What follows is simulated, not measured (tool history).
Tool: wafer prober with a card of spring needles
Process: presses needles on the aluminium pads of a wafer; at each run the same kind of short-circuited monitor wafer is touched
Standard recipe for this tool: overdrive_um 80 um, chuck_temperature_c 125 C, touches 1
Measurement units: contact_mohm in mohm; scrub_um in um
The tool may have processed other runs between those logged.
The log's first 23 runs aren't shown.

run,hour,overdrive_um,chuck_temperature_c,touches,touches since the tips were cleaned,cleanings since the card got new needles,touches since the first contact's height was set,contact_mohm,scrub_um
# hour 177.3: tips cleaned on abrasive film
# hour 183: tips cleaned on abrasive film
24,183.9,69,114,2,352,78,5557,298,14.34
# hour 188.5: tips cleaned on abrasive film
# hour 194: tips cleaned on abrasive film
25,195.1,69,114,2,432,80,9885,296,14.24
# hour 200: tips cleaned on abrasive film
26,202,63,114,3,761,81,12569,306,12.87
# hour 206.1: tips cleaned on abrasive film
# hour 211.8: tips cleaned on abrasive film
27,211.8,63,114,3,0,83,16364,290,12.94
# hour 217.4: tips cleaned on abrasive film
28,218.9,63,114,3,587,84,19144,301,12.93
# hour 223.2: tips cleaned on abrasive film
# hour 228.6: height of the first contact set anew, once more
# hour 228.9: tips cleaned on abrasive film
29,228.9,82,111,2,0,86,61,277,18.25
# hour 234.4: tips cleaned on abrasive film
30,235.4,82,111,2,386,87,2578,287,18.37
# hour 240.1: tips cleaned on abrasive film
31,243.5,80,65,1,1311,88,5732,309,18.11
# hour 245.6: tips cleaned on abrasive film
32,250.2,80,65,1,1806,89,8336,317,17.86

Forecast each of these 3 alternatives for the next run:
# hour 251.7: tips cleaned on abrasive film
# hour 257.9: tips cleaned on abrasive film
A,260.7,80,27,1,1102,91,12408,?,?
# hour 251.7: tips cleaned on abrasive film
# hour 257.9: tips cleaned on abrasive film
B,260.7,84,26,1,1102,91,12408,?,?
# hour 251.7: tips cleaned on abrasive film
# hour 257.9: tips cleaned on abrasive film
C,260.7,80,39,3,1102,91,12408,?,?

run,contact_mohm,scrub_um
A,287,17.84
B,287,18.79
C,269,17.9
Stripped of hidden state, with their random variation kept, the same runs would have yielded:
run,contact_mohm,scrub_um
A,247,17.89
B,249,18.85
C,254,17.96
